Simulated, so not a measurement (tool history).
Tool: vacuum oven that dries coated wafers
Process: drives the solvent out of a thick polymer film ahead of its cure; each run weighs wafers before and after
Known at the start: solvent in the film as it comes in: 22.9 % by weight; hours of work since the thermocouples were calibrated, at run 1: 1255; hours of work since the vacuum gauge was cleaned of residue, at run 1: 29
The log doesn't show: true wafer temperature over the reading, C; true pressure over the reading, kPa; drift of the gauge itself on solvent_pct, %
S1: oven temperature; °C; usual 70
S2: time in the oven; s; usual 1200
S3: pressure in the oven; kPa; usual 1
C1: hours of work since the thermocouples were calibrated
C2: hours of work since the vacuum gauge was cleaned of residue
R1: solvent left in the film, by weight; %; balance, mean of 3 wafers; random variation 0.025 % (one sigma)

run     day  S1    S2    S3    C1   C2     R1
  1       0  70  1200     1  1255   29   2.29
  2   0.617  70  1200     1  1262   37   2.28
  3   1.012  70  1500     1  1267   42   1.52
  4    1.65  70  1500     1  1275   50   1.51
  5     2.3  70  1200     1  1284   58   2.26
  6   2.958  70  1200     1  1292   67   2.27
  7   3.575  70  1200     1  1300   74   2.27
  8   3.988  70  1200     1  1305   79   2.22
  9   4.362  70  1200     1  1309   84   2.28
 10   4.858  70  1200     1  1316   90   2.25
 11   5.267  74  1200     1  1321   96   1.55
      5.396  -- oven's thermocouples calibrated
 12   6.038  70  1800  1.02     8  104   1.02
 13   6.721  64   840  0.55    17  113   5.14
 14   7.154  83  1440   3.1    22  118   1.26
 15   7.479  61  1200     1    26  122    4.2
      7.642  -- oven's thermocouples calibrated, once more
 16   7.979  65  1440     1     4  128   3.15
 17    8.45  65  1440     1    10  133   3.21
 18   8.908  58   720  2.79    16  139  11.03
 19   9.279  62   720   0.7    21  144   8.09
 20   9.675  70   900  2.12    26  149   4.98
 21  10.321  75  1200     1    34  157   1.87
 22   10.85  70   660     1    40  164   6.23

Forecast each of these 4 alternatives for the next run:
  A  11.35  62   600  0.72  47  170   ?
  B  11.35  66   960  0.95  47  170   ?
  C  11.35  77  1980  1.13  47  170   ?
  D  11.35  70   840     1  47  170   ?

run    R1
  A  9.22
  B  5.05
  C  0.78
  D  4.71
Without the tool's hidden state the same runs would have given:
run    R1
  A  9.02
  B  4.85
  C  0.74
  D  4.52

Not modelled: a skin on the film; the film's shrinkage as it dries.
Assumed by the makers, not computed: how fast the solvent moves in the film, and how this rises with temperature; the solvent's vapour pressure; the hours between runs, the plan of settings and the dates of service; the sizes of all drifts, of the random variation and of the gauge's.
